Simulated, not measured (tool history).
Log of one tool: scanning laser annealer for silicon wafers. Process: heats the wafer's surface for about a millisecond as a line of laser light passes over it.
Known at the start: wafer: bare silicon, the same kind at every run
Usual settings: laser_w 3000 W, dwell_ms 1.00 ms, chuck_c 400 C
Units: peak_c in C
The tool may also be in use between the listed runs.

| run | hour | laser_w | dwell_ms | chuck_c | peak_c |
|---|---|---|---|---|---|
| 1 | 0.0 | 3000 | 1.00 | 400 | 1188 |
| 2 | 18.3 | 3000 | 1.00 | 400 | 1186 |
| 3 | 47.1 | 3000 | 1.00 | 400 | 1185 |
| 4 | 75.6 | 3000 | 1.00 | 400 | 1186 |
| 5 | 99.9 | 3000 | 1.00 | 400 | 1180 |
| 6 | 115.5 | 2948 | 1.00 | 400 | 1166 |
| 7 | 130.7 | 2948 | 1.00 | 400 | 1166 |
| 8 | 151.2 | 2948 | 1.00 | 400 | 1163 |
| 9 | 168.3 | 3000 | 1.00 | 406 | 1185 |
| 10 | 198.8 | 3000 | 1.00 | 417 | 1196 |
| 11 | 227.5 | 3000 | 1.00 | 417 | 1193 |
| 12 | 243.5 | 3000 | 1.00 | 417 | 1191 |
| 13 | 259.8 | 3000 | 1.00 | 417 | 1190 |
| 14 | 274.5 | 3000 | 1.00 | 417 | 1188 |
| 15 | 295.2 | 3000 | 1.00 | 400 | 1172 |
| 16 | 322.0 | 3000 | 1.00 | 400 | 1172 |
| 17 | 340.1 | 3000 | 1.00 | 400 | 1172 |
| 18 | 369.0 | 3285 | 1.00 | 400 | 1260 |
| 19 | 385.9 | 3000 | 1.00 | 400 | 1170 |
| 20 | 407.4 | 3000 | 1.00 | 400 | 1169 |
| 21 | 423.9 | 3000 | 1.00 | 400 | 1164 |
| 22 | 450.2 | 3000 | 0.97 | 414 | 1171 |
| 23 | 470.1 | 2603 | 0.97 | 414 | 1048 |
| 24 | 499.1 | 2805 | 1.12 | 434 | 1182 |
|  | 514.9 | window over the wafer cleaned |
|  | 532.5 | optics aligned, line set to its width |
| 25 | 535.4 | 2805 | 1.12 | 434 | 1236 |
| 26 | 564.7 | 3186 | 1.07 | 434 | 1346 |
| 27 | 579.3 | 2717 | 0.91 | 434 | 1117 |
| 28 | 602.2 | 2783 | 0.91 | 434 | 1139 |
| 29 | 621.9 | 3153 | 0.96 | 364 | 1208 |
| 30 | 639.6 | 2845 | 0.72 | 360 | 995 |
| 31 | 655.7 | 3000 | 1.12 | 406 | 1271 |
| 32 | 675.3 | 3000 | 0.74 | 399 | 1086 |
| 33 | 703.4 | 3000 | 1.13 | 423 | 1289 |
| 34 | 732.3 | 2996 | 1.19 | 406 | 1292 |
| 35 | 748.2 | 2769 | 0.78 | 408 | 1045 |
| 36 | 769.6 | 2769 | 0.78 | 408 | 1046 |
| 37 | 782.1 | 2769 | 1.12 | 408 | 1189 |
| 38 | 810.2 | 2561 | 0.98 | 400 | 1056 |
| 39 | 825.4 | 2561 | 0.98 | 400 | 1059 |
| 40 | 839.3 | 2561 | 0.98 | 400 | 1055 |
| 41 | 870.1 | 2782 | 1.00 | 420 | 1153 |

Forecast each of these 3 alternatives for the next run:
| A | 886.1 | 2782 | 1.15 | 417 | ? |
| B | 886.1 | 3000 | 1.00 | 406 | ? |
| C | 886.1 | 3299 | 1.01 | 420 | ? |

| run | peak_c |
|---|---|
| A | 1206 |
| B | 1205 |
| C | 1326 |
Without the tool's hidden state the same runs would have given:
| run | peak_c |
|---|---|
| A | 1230 |
| B | 1229 |
| C | 1353 |
